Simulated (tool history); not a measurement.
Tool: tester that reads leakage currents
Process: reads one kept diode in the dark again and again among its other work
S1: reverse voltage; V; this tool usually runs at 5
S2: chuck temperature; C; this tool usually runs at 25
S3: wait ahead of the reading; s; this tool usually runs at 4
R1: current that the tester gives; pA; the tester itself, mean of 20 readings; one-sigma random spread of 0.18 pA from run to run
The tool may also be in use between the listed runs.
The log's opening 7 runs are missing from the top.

run   hour    S1  S2    S3      R1
  8  134.8     5  25  0.67   69.42
  9  158.9     5  25  0.67    69.1
 10  172.1     5  25  0.67      69
 11  199.8     5  25  0.67   69.46
 12  223.7     5  25  0.67   69.42
 13  236.4     5  41     4  227.21
 14  249.7     5  25  2.01   69.07
 15  276.3  1.61  25     4   45.29
 16  295.4     5  25  1.07   69.63
 17  322.3     5  25  1.07   69.79
 18  344.9     5  49     4  405.45
 19  365.2     5  50     4   433.9
 20  381.2     5  50     4  433.72
 21  408.6  3.62  27  0.37   72.24

The next listed run, before its measurement:
 22   421  3.62  27  0.37   ?

{"run 22": {"R1": 72.16}}
Had the tool carried no hidden state, the very same run would have given R1 63.53 pA.
